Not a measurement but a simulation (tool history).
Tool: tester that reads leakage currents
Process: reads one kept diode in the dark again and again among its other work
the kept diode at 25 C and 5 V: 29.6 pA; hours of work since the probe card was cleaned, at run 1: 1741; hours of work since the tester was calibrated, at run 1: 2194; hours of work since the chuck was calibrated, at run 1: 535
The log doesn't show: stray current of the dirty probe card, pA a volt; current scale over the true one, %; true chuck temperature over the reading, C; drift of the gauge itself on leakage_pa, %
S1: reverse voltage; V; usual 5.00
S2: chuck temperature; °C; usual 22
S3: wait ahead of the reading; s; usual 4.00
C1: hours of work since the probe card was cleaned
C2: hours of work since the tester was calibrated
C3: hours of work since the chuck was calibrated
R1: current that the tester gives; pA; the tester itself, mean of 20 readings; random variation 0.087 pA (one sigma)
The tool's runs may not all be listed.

run,day,S1,S2,S3,C1,C2,C3,R1
1,0.000,5.00,22,4.00,1741,2194,535,23.62
2,2.592,5.00,22,4.00,1777,2230,571,23.44
# day 5.100: tester calibrated
# day 6.617: chuck's temperature calibrated
3,6.658,11.84,22,4.00,1831,20,1,35.80
4,9.292,11.84,22,4.00,1868,57,37,35.60
5,11.538,5.00,22,4.00,1899,88,68,25.07
6,14.467,5.00,22,4.00,1940,129,109,24.86
7,16.812,5.00,22,4.00,1972,162,142,24.91
8,19.717,5.00,22,4.00,2013,202,182,24.82
9,21.554,5.00,22,4.00,2038,228,208,24.68
10,25.404,5.00,22,4.00,2092,281,261,24.70
11,27.162,5.00,22,4.00,2116,305,286,24.66
12,31.083,5.00,22,4.00,2171,360,340,24.50
13,33.588,5.00,22,4.00,2206,395,375,24.20
14,36.675,5.00,22,4.00,2248,438,418,24.19
15,39.858,5.00,22,4.00,2293,482,462,24.22
16,42.379,5.00,22,4.00,2328,517,497,24.26
17,44.571,5.00,22,4.00,2358,547,527,24.05
# day 44.929: probe card cleaned and baked
18,48.521,5.00,22,4.00,50,601,581,25.32
# day 51.671: chuck's temperature calibrated
19,52.538,5.00,22,4.00,105,655,12,26.91
20,55.308,5.00,22,4.00,143,694,51,26.82
# day 56.033: probe card cleaned and baked, once more
21,59.308,5.00,22,4.00,46,748,104,23.03
22,63.217,1.99,22,1.72,100,802,159,17.01
23,66.712,2.01,37,4.00,148,851,207,53.94
24,68.908,2.01,37,4.00,179,881,238,53.60
25,72.650,1.03,29,4.00,231,933,290,22.95
26,76.425,5.00,23,1.02,283,985,342,25.28
27,80.062,6.03,22,0.60,334,1036,393,25.97
28,83.029,6.03,22,0.60,375,1077,434,25.76
29,86.879,5.59,47,1.00,429,1131,488,152.35
30,89.175,8.52,35,0.49,461,1163,520,76.63
31,92.192,8.52,35,0.49,503,1205,561,76.23
32,95.775,8.52,35,0.49,552,1254,611,76.12
# day 97.012: chuck's temperature calibrated
33,97.767,5.90,22,4.00,579,1281,11,25.36
34,101.058,5.00,22,0.37,625,1327,56,26.45
35,102.850,5.00,22,0.37,650,1352,81,26.16
36,105.129,5.00,59,1.81,681,1383,113,341.74
37,108.171,5.00,59,1.81,723,1426,155,338.92
38,112.133,1.03,41,9.14,779,1481,210,57.77
39,113.825,4.98,24,3.53,802,1504,234,27.41
40,116.792,5.00,58,4.00,843,1545,275,315.65

Forecast each of these 3 alternatives for the next run:
A,119.017,7.72,31,1.10,874,1576,306,?
B,119.017,3.18,45,0.34,874,1576,306,?
C,119.017,5.69,22,0.44,874,1576,306,?

run,R1
A,55.88
B,113.25
C,26.88
Without the tool's hidden state the same runs would have given:
run,R1
A,56.78
B,116.89
C,26.96
